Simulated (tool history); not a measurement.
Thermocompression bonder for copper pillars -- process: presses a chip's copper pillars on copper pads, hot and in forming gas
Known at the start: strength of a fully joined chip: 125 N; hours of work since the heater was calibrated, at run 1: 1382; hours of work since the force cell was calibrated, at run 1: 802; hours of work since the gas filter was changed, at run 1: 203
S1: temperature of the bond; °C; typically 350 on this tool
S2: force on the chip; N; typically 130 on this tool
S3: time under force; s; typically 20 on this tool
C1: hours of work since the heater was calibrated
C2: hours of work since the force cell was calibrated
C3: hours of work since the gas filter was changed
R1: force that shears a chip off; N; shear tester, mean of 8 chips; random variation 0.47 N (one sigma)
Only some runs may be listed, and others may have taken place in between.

run 1 hour=0 | S1=350 S2=130 S3=20 | C1=1382 C2=802 C3=203 | R1=82.4
-- hour=46.4 heater calibrated with a thermocouple chip
run 2 hour=73.9 | S1=350 S2=130 S3=20 | C1=17 C2=846 C3=248 | R1=81.6
run 3 hour=116.8 | S1=350 S2=130 S3=20 | C1=44 C2=873 C3=274 | R1=82.1
run 4 hour=166.6 | S1=350 S2=130 S3=20 | C1=75 C2=904 C3=305 | R1=82.8
run 5 hour=198.1 | S1=350 S2=130 S3=20 | C1=94 C2=923 C3=325 | R1=81.5
run 6 hour=260.4 | S1=350 S2=130 S3=16 | C1=133 C2=962 C3=363 | R1=77.4
run 7 hour=299.7 | S1=350 S2=130 S3=20 | C1=157 C2=987 C3=388 | R1=81.7
run 8 hour=358.6 | S1=357 S2=130 S3=20 | C1=194 C2=1023 C3=424 | R1=84.8
run 9 hour=413 | S1=357 S2=130 S3=20 | C1=227 C2=1057 C3=458 | R1=84.6
-- hour=453.8 forming gas filter changed
run 10 hour=456.1 | S1=357 S2=130 S3=20 | C1=254 C2=1083 C3=1 | R1=83.8
run 11 hour=490.1 | S1=350 S2=98 S3=20 | C1=275 C2=1104 C3=23 | R1=67
run 12 hour=542.3 | S1=350 S2=98 S3=20 | C1=307 C2=1137 C3=55 | R1=66.6
run 13 hour=592.3 | S1=350 S2=189 S3=20 | C1=338 C2=1168 C3=86 | R1=100.5
run 14 hour=666.2 | S1=339 S2=104 S3=14 | C1=384 C2=1214 C3=132 | R1=57.1
run 15 hour=725.7 | S1=339 S2=104 S3=14 | C1=421 C2=1251 C3=169 | R1=57.7
run 16 hour=782.3 | S1=339 S2=104 S3=14 | C1=456 C2=1286 C3=204 | R1=57.2
run 17 hour=819.5 | S1=356 S2=97 S3=20 | C1=479 C2=1309 C3=227 | R1=67.6
run 18 hour=891.2 | S1=365 S2=98 S3=18 | C1=524 C2=1353 C3=271 | R1=69
run 19 hour=962.4 | S1=369 S2=109 S3=12 | C1=568 C2=1397 C3=316 | R1=68
run 20 hour=1009.7 | S1=372 S2=109 S3=37 | C1=597 C2=1427 C3=345 | R1=93.6

What if the next run were any one of these 5? Each begins from the tool's condition after run 20:
run A hour=1069.2 | S1=347 S2=109 S3=38 | C1=634 C2=1464 C3=382 | R1=?
run B hour=1069.2 | S1=331 S2=109 S3=10 | C1=634 C2=1464 C3=382 | R1=?
run C hour=1069.2 | S1=367 S2=81 S3=10 | C1=634 C2=1464 C3=382 | R1=?
run D hour=1069.2 | S1=350 S2=130 S3=13 | C1=634 C2=1464 C3=382 | R1=?
run E hour=1069.2 | S1=379 S2=92 S3=19 | C1=634 C2=1464 C3=382 | R1=?

run=A R1=84.8
run=B R1=50.1
run=C R1=48.8
run=D R1=70.9
run=E R1=72.9
With the hidden condition removed and each run's random variation left untouched, the same runs would have given:
run=A R1=86.4
run=B R1=51
run=C R1=49.8
run=D R1=72.3
run=E R1=74.3
